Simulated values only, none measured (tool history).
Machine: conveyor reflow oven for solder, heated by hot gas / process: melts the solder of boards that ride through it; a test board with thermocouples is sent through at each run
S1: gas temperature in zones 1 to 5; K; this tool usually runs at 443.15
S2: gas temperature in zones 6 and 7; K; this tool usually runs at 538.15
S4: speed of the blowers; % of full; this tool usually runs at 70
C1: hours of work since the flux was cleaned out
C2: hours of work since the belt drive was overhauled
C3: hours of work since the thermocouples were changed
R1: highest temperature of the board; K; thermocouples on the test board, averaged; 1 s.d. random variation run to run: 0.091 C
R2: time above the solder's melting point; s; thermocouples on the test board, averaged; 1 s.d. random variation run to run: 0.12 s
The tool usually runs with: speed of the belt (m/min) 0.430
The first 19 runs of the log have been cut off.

run 20 hour=253.9 | S1=431.15 S2=535.15 speed_of_the_belt_(m/min)=0.492 S4=63 | C1=30 C2=315 C3=28 | R1=515.51 R2=55.3
run 21 hour=268.1 | S1=443.15 S2=538.15 speed_of_the_belt_(m/min)=0.430 S4=86 | C1=38 C2=323 C3=36 | R1=529.10 R2=88.9
run 22 hour=279.1 | S1=428.15 S2=545.15 speed_of_the_belt_(m/min)=0.430 S4=76 | C1=44 C2=328 C3=42 | R1=532.28 R2=84.1
run 23 hour=295.7 | S1=443.15 S2=538.15 speed_of_the_belt_(m/min)=0.348 S4=72 | C1=52 C2=337 C3=50 | R1=531.23 R2=113.8
-- hour=307.9 flux residue cleaned out of gas plates and filters, once more
run 24 hour=309.3 | S1=430.15 S2=541.15 speed_of_the_belt_(m/min)=0.430 S4=70 | C1=1 C2=342 C3=55 | R1=527.97 R2=80.7
run 25 hour=326.8 | S1=430.15 S2=541.15 speed_of_the_belt_(m/min)=0.387 S4=70 | C1=10 C2=351 C3=64 | R1=530.85 R2=94.6
run 26 hour=337.8 | S1=430.15 S2=541.15 speed_of_the_belt_(m/min)=0.387 S4=70 | C1=16 C2=357 C3=70 | R1=530.79 R2=94.3
run 27 hour=345.8 | S1=430.15 S2=541.15 speed_of_the_belt_(m/min)=0.387 S4=70 | C1=20 C2=361 C3=74 | R1=530.76 R2=94.1
run 28 hour=362.2 | S1=443.15 S2=545.15 speed_of_the_belt_(m/min)=0.459 S4=70 | C1=29 C2=369 C3=83 | R1=531.32 R2=83.4
run 29 hour=379.7 | S1=454.15 S2=537.15 speed_of_the_belt_(m/min)=0.430 S4=70 | C1=38 C2=379 C3=92 | R1=527.12 R2=91.8
run 30 hour=398.2 | S1=446.15 S2=535.15 speed_of_the_belt_(m/min)=0.386 S4=60 | C1=48 C2=388 C3=102 | R1=524.79 R2=95.1
run 31 hour=412.9 | S1=446.15 S2=529.15 speed_of_the_belt_(m/min)=0.386 S4=54 | C1=55 C2=396 C3=110 | R1=517.71 R2=85.9

Branching from run 31: 4 alternative next runs. What would each branch give?
run A hour=429.6 | S1=446.15 S2=543.15 speed_of_the_belt_(m/min)=0.386 S4=54 | C1=64 C2=405 C3=118 | R1=? R2=?
run B hour=429.6 | S1=443.15 S2=538.15 speed_of_the_belt_(m/min)=0.430 S4=72 | C1=64 C2=405 C3=118 | R1=? R2=?
run C hour=429.6 | S1=449.15 S2=529.15 speed_of_the_belt_(m/min)=0.398 S4=75 | C1=64 C2=405 C3=118 | R1=? R2=?
run D hour=429.6 | S1=443.15 S2=527.15 speed_of_the_belt_(m/min)=0.430 S4=84 | C1=64 C2=405 C3=118 | R1=? R2=?

run=A R1=530.55 R2=100.7
run=B R1=527.19 R2=86.1
run=C R1=521.39 R2=92.4
run=D R1=519.07 R2=79.6
What these runs would have given with no unlogged condition in the tool:
run=A R1=530.98 R2=100.7
run=B R1=527.73 R2=86.3
run=C R1=521.88 R2=92.6
run=D R1=519.62 R2=80.0
